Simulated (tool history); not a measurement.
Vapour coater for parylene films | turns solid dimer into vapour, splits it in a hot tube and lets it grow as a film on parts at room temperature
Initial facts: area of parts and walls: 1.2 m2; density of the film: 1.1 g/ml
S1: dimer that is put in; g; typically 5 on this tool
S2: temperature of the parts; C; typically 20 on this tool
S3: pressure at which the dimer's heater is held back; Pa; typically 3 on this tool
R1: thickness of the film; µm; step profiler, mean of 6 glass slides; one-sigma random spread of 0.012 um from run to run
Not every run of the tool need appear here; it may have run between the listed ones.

run 1 hour=0 | S1=5 S2=20 S3=3 | R1=2.22
run 2 hour=38 | S1=5 S2=20 S3=3 | R1=2.18
run 3 hour=80.5 | S1=5 S2=20 S3=3 | R1=2.16
run 4 hour=118 | S1=5 S2=20 S3=3 | R1=2.15
run 5 hour=161.4 | S1=5 S2=20 S3=3 | R1=2.14
run 6 hour=187.1 | S1=5 S2=16 S3=3 | R1=2.37
run 7 hour=208.4 | S1=5 S2=20 S3=3 | R1=2.12
run 8 hour=239.8 | S1=5 S2=20 S3=3 | R1=2.1
run 9 hour=258.7 | S1=5 S2=20 S3=3 | R1=2.1
run 10 hour=291.2 | S1=5 S2=20 S3=2.36 | R1=2.13
run 11 hour=326.8 | S1=5 S2=20 S3=2.36 | R1=2.11
run 12 hour=352.8 | S1=5 S2=20 S3=2.36 | R1=2.09
run 13 hour=370.7 | S1=5 S2=20 S3=3 | R1=2.07
-- hour=398.3 trap's valve overhauled
run 14 hour=400.9 | S1=5 S2=20 S3=3 | R1=2.23
run 15 hour=422.2 | S1=5 S2=20 S3=9.31 | R1=2
run 16 hour=452.2 | S1=5 S2=20 S3=9.31 | R1=1.99
run 17 hour=487.4 | S1=5 S2=20 S3=3 | R1=2.17
run 18 hour=510.7 | S1=5 S2=20 S3=3 | R1=2.16
run 19 hour=549.8 | S1=5 S2=20 S3=3 | R1=2.15
run 20 hour=569.3 | S1=5 S2=22 S3=7.68 | R1=1.88
run 21 hour=587.2 | S1=9 S2=16 S3=3 | R1=4.32
run 22 hour=609.2 | S1=5 S2=13 S3=6.73 | R1=2.44
run 23 hour=629.3 | S1=5 S2=31 S3=2.42 | R1=1.59
run 24 hour=656.4 | S1=4 S2=14 S3=2.04 | R1=2.06
run 25 hour=691.4 | S1=4 S2=14 S3=2.04 | R1=2.04
run 26 hour=712.2 | S1=9 S2=18 S3=10.63 | R1=3.56
run 27 hour=736.8 | S1=9 S2=18 S3=10.63 | R1=3.53
run 28 hour=758.8 | S1=9 S2=18 S3=6.77 | R1=3.69
run 29 hour=794.9 | S1=9 S2=18 S3=6.77 | R1=3.66
run 30 hour=818.6 | S1=5 S2=13 S3=8.88 | R1=2.27
run 31 hour=856.8 | S1=5 S2=13 S3=8.88 | R1=2.24
-- hour=867.9 trap's valve overhauled
run 32 hour=884 | S1=8 S2=20 S3=3 | R1=3.52
run 33 hour=912.4 | S1=8 S2=20 S3=3 | R1=3.51
run 34 hour=955.4 | S1=8 S2=20 S3=3 | R1=3.44
run 35 hour=981.7 | S1=3 S2=19 S3=2.71 | R1=1.34
run 36 hour=1024.8 | S1=9 S2=20 S3=2.71 | R1=3.86
run 37 hour=1049.3 | S1=3 S2=19 S3=10.32 | R1=1.17

Some steps in R1 between neighbouring runs. How much of each would the tool show without its hidden state too (settings, what came in, random variation), and how much is left for the hidden state, with any gauge scatter that isn't in both results?
The tool's hidden condition here consists of: vapour lost through the trap's worn valve, %; true temperature of the parts over the reading, C; drift of the gauge itself on film_um, %.
Run 13 -> 14: trap's valve overhauled. R1 +0.16 µm: hidden state +0.17, all else -0.01.
Run 20 -> 21: S1 5 -> 9, S2 22 -> 16, S3 7.68 -> 3. R1 +2.44 µm: hidden state -0.16, all else +2.6.
Run 35 -> 36: S1 3 -> 9, S2 19 -> 20. R1 +2.52 µm: hidden state -0.17, all else +2.69.
Run 36 -> 37: S1 9 -> 3, S2 20 -> 19, S3 2.71 -> 10.32. R1 -2.69 µm: hidden state +0.17, all else -2.86.
